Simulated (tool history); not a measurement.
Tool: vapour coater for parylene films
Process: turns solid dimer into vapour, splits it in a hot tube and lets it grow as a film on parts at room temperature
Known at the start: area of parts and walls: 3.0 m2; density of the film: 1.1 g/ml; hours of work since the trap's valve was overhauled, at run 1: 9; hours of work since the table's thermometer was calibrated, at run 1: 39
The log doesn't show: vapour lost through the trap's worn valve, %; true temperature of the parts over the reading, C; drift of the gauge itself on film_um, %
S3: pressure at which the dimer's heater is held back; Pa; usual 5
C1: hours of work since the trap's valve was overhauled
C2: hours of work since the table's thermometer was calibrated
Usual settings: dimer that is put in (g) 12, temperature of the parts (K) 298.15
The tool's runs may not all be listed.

{"run": 1, "day": 0.0, "dimer that is put in (g)": 12, "temperature of the parts (K)": 298.15, "S3": 5, "C1": 9, "C2": 39, "thickness of the film (µm)": 2.83}
{"run": 2, "day": 0.75, "dimer that is put in (g)": 12, "temperature of the parts (K)": 298.15, "S3": 5, "C1": 19, "C2": 50, "thickness of the film (µm)": 2.87}
{"run": 3, "day": 1.196, "dimer that is put in (g)": 12, "temperature of the parts (K)": 298.15, "S3": 5, "C1": 25, "C2": 56, "thickness of the film (µm)": 2.85}
{"run": 4, "day": 1.508, "dimer that is put in (g)": 12, "temperature of the parts (K)": 298.15, "S3": 5, "C1": 30, "C2": 60, "thickness of the film (µm)": 2.93}
{"run": 5, "day": 2.088, "dimer that is put in (g)": 12, "temperature of the parts (K)": 298.15, "S3": 5, "C1": 38, "C2": 68, "thickness of the film (µm)": 2.82}
{"run": 6, "day": 2.471, "dimer that is put in (g)": 12, "temperature of the parts (K)": 298.15, "S3": 5, "C1": 43, "C2": 73, "thickness of the film (µm)": 2.87}
{"run": 7, "day": 3.171, "dimer that is put in (g)": 12, "temperature of the parts (K)": 302.15, "S3": 5, "C1": 53, "C2": 83, "thickness of the film (µm)": 2.46}
{"run": 8, "day": 3.521, "dimer that is put in (g)": 12, "temperature of the parts (K)": 298.15, "S3": 5, "C1": 58, "C2": 88, "thickness of the film (µm)": 2.78}
{"run": 9, "day": 4.062, "dimer that is put in (g)": 12, "temperature of the parts (K)": 298.15, "S3": 5, "C1": 65, "C2": 95, "thickness of the film (µm)": 2.79}
{"run": 10, "day": 4.658, "dimer that is put in (g)": 12, "temperature of the parts (K)": 298.15, "S3": 5, "C1": 73, "C2": 104, "thickness of the film (µm)": 2.74}
{"run": 11, "day": 5.246, "dimer that is put in (g)": 12, "temperature of the parts (K)": 298.15, "S3": 5, "C1": 81, "C2": 112, "thickness of the film (µm)": 2.72}
{"run": 12, "day": 5.912, "dimer that is put in (g)": 12, "temperature of the parts (K)": 298.15, "S3": 5, "C1": 91, "C2": 121, "thickness of the film (µm)": 2.79}
{"run": 13, "day": 6.271, "dimer that is put in (g)": 7, "temperature of the parts (K)": 298.15, "S3": 5, "C1": 96, "C2": 126, "thickness of the film (µm)": 1.58}
{"run": 14, "day": 6.983, "dimer that is put in (g)": 7, "temperature of the parts (K)": 298.15, "S3": 5, "C1": 105, "C2": 136, "thickness of the film (µm)": 1.55}
{"run": 15, "day": 7.567, "dimer that is put in (g)": 7, "temperature of the parts (K)": 298.15, "S3": 5, "C1": 113, "C2": 144, "thickness of the film (µm)": 1.6}
{"run": 16, "day": 7.946, "dimer that is put in (g)": 12, "temperature of the parts (K)": 296.15, "S3": 5, "C1": 119, "C2": 149, "thickness of the film (µm)": 2.92}
{"run": 17, "day": 8.262, "dimer that is put in (g)": 12, "temperature of the parts (K)": 296.15, "S3": 5, "C1": 123, "C2": 154, "thickness of the film (µm)": 2.9}
{"run": 18, "day": 8.8, "dimer that is put in (g)": 12, "temperature of the parts (K)": 298.15, "S3": 6.69, "C1": 130, "C2": 161, "thickness of the film (µm)": 2.49}
{"run": 19, "day": 9.462, "dimer that is put in (g)": 12, "temperature of the parts (K)": 298.15, "S3": 6.69, "C1": 140, "C2": 170, "thickness of the film (µm)": 2.48}
{"run": 20, "day": 10.104, "dimer that is put in (g)": 12, "temperature of the parts (K)": 298.15, "S3": 6.69, "C1": 149, "C2": 179, "thickness of the film (µm)": 2.51}
{"run": 21, "day": 10.562, "dimer that is put in (g)": 12, "temperature of the parts (K)": 298.15, "S3": 6.69, "C1": 155, "C2": 185, "thickness of the film (µm)": 2.48}
{"run": 22, "day": 11.121, "dimer that is put in (g)": 12, "temperature of the parts (K)": 298.15, "S3": 6.69, "C1": 163, "C2": 193, "thickness of the film (µm)": 2.45}
{"run": 23, "day": 11.612, "dimer that is put in (g)": 12, "temperature of the parts (K)": 298.15, "S3": 6.69, "C1": 169, "C2": 200, "thickness of the film (µm)": 2.47}
{"run": 24, "day": 12.054, "dimer that is put in (g)": 12, "temperature of the parts (K)": 293.15, "S3": 5, "C1": 175, "C2": 206, "thickness of the film (µm)": 3.18}
{"run": 25, "day": 12.508, "dimer that is put in (g)": 21, "temperature of the parts (K)": 298.15, "S3": 3.24, "C1": 182, "C2": 212, "thickness of the film (µm)": 4.87}
{"run": 26, "day": 12.975, "dimer that is put in (g)": 8, "temperature of the parts (K)": 302.15, "S3": 3.24, "C1": 188, "C2": 219, "thickness of the film (µm)": 1.63}
{"day": 13.05, "done": "table's thermometer calibrated"}
{"run": 27, "day": 13.383, "dimer that is put in (g)": 21, "temperature of the parts (K)": 303.15, "S3": 2.81, "C1": 193, "C2": 5, "thickness of the film (µm)": 4.15}
{"run": 28, "day": 14.046, "dimer that is put in (g)": 21, "temperature of the parts (K)": 298.15, "S3": 3.3, "C1": 202, "C2": 14, "thickness of the film (µm)": 4.76}
{"run": 29, "day": 14.696, "dimer that is put in (g)": 10, "temperature of the parts (K)": 305.15, "S3": 3.49, "C1": 211, "C2": 23, "thickness of the film (µm)": 1.73}
{"run": 30, "day": 15.333, "dimer that is put in (g)": 7, "temperature of the parts (K)": 294.15, "S3": 8.9, "C1": 220, "C2": 32, "thickness of the film (µm)": 1.51}
{"run": 31, "day": 15.812, "dimer that is put in (g)": 18, "temperature of the parts (K)": 298.15, "S3": 5, "C1": 227, "C2": 38, "thickness of the film (µm)": 3.72}
{"day": 16.196, "done": "table's thermometer calibrated, once more"}
{"run": 32, "day": 16.229, "dimer that is put in (g)": 20, "temperature of the parts (K)": 305.15, "S3": 11.83, "C1": 232, "C2": 0, "thickness of the film (µm)": 2.7}
{"run": 33, "day": 16.75, "dimer that is put in (g)": 20, "temperature of the parts (K)": 305.15, "S3": 11.83, "C1": 239, "C2": 8, "thickness of the film (µm)": 2.72}
{"run": 34, "day": 17.292, "dimer that is put in (g)": 5, "temperature of the parts (K)": 298.15, "S3": 5, "C1": 247, "C2": 15, "thickness of the film (µm)": 1.07}
{"run": 35, "day": 17.738, "dimer that is put in (g)": 5, "temperature of the parts (K)": 298.15, "S3": 5, "C1": 253, "C2": 21, "thickness of the film (µm)": 1.05}
{"day": 17.958, "done": "trap's valve overhauled"}
{"run": 36, "day": 18.462, "dimer that is put in (g)": 10, "temperature of the parts (K)": 293.15, "S3": 7.39, "C1": 7, "C2": 29, "thickness of the film (µm)": 2.76}
{"run": 37, "day": 18.854, "dimer that is put in (g)": 12, "temperature of the parts (K)": 293.15, "S3": 5, "C1": 12, "C2": 34, "thickness of the film (µm)": 3.49}
{"run": 38, "day": 19.467, "dimer that is put in (g)": 6, "temperature of the parts (K)": 303.15, "S3": 2.58, "C1": 21, "C2": 43, "thickness of the film (µm)": 1.36}
{"run": 39, "day": 20.092, "dimer that is put in (g)": 6, "temperature of the parts (K)": 303.15, "S3": 2.58, "C1": 29, "C2": 52, "thickness of the film (µm)": 1.32}
{"run": 40, "day": 20.842, "dimer that is put in (g)": 14, "temperature of the parts (K)": 303.15, "S3": 7.95, "C1": 40, "C2": 62, "thickness of the film (µm)": 2.48}
{"run": 41, "day": 21.425, "dimer that is put in (g)": 14, "temperature of the parts (K)": 295.15, "S3": 7.49, "C1": 48, "C2": 70, "thickness of the film (µm)": 3.41}
{"run": 42, "day": 21.754, "dimer that is put in (g)": 14, "temperature of the parts (K)": 295.15, "S3": 7.49, "C1": 52, "C2": 75, "thickness of the film (µm)": 3.39}
{"run": 43, "day": 22.433, "dimer that is put in (g)": 14, "temperature of the parts (K)": 295.15, "S3": 7.49, "C1": 62, "C2": 84, "thickness of the film (µm)": 3.42}
{"run": 44, "day": 23.138, "dimer that is put in (g)": 14, "temperature of the parts (K)": 295.15, "S3": 7.49, "C1": 72, "C2": 94, "thickness of the film (µm)": 3.38}
{"run": 45, "day": 23.533, "dimer that is put in (g)": 7, "temperature of the parts (K)": 300.15, "S3": 2.8, "C1": 77, "C2": 99, "thickness of the film (µm)": 1.69}

Run 46 comes next. What will it give?
{"run": 46, "day": 24.25, "dimer that is put in (g)": 12, "temperature of the parts (K)": 300.15, "S3": 7.99, "C1": 87, "C2": 109, "thickness of the film (µm)": "?"}

Run 46 gave thickness of the film (µm) 2.37.
Without the tool's hidden state the same run would have given thickness of the film (µm) 2.49.
